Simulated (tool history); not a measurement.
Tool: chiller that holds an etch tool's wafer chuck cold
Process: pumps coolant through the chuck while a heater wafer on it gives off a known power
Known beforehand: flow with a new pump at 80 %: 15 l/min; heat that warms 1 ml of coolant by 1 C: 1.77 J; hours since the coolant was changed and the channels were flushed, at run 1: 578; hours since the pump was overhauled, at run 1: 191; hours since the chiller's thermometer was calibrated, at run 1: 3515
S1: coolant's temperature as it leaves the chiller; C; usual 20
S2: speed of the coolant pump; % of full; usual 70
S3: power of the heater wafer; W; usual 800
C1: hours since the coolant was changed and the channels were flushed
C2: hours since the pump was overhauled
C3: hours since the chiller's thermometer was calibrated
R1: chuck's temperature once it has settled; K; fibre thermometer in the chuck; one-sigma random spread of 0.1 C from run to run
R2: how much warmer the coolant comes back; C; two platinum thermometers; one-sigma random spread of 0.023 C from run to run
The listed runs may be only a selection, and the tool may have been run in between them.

run	hour	S1	S2	S3	C1	C2	C3	R1	R2
1	0.0	20	70	800	578	191	3515	303.05	2.12
2	207.6	20	70	800	786	399	3722	302.95	2.10
3	409.0	20	70	800	987	600	3924	302.95	2.11
# hour 523.1: chiller's thermometer calibrated
4	600.9	20	70	800	1178	791	78	303.85	2.16
5	714.3	20	70	800	1291	905	191	303.85	2.11
6	913.7	24	70	800	1491	1104	391	307.75	2.10
7	1012.8	22	70	800	1590	1203	490	305.85	2.15
8	1180.9	12	70	800	1758	1371	658	295.75	2.12
9	1285.6	20	70	538	1863	1476	763	300.35	1.45
10	1478.3	20	70	800	2055	1669	955	303.65	2.18
11	1674.7	20	70	800	2252	1865	1152	303.85	2.19
12	1761.3	28	96	800	2338	1952	1238	309.45	1.55
13	1947.2	28	96	800	2524	2138	1424	309.55	1.51
14	2108.3	22	61	633	2685	2299	1585	304.65	1.98
15	2256.2	22	61	633	2833	2447	1733	304.45	2.04
16	2399.0	16	94	682	2976	2589	1876	296.45	1.38
17	2550.6	10	70	800	3128	2741	2028	293.85	2.18
18	2695.9	24	71	565	3273	2886	2173	304.65	1.54
19	2863.0	19	62	800	3440	3053	2340	304.05	2.51

3 options for the next run, each taken on its own from the tool as it stands now. Forecast them:
A	3028.9	16	79	887	3606	3219	2506	?	?
B	3028.9	10	70	905	3606	3219	2506	?	?
C	3028.9	20	62	597	3606	3219	2506	?	?

run	R1	R2
A	300.15	2.12
B	295.55	2.52
C	302.05	1.88
Had the tool no hidden state, the same runs would have come out as:
run	R1	R2
A	299.55	2.03
B	294.75	2.41
C	301.65	1.80

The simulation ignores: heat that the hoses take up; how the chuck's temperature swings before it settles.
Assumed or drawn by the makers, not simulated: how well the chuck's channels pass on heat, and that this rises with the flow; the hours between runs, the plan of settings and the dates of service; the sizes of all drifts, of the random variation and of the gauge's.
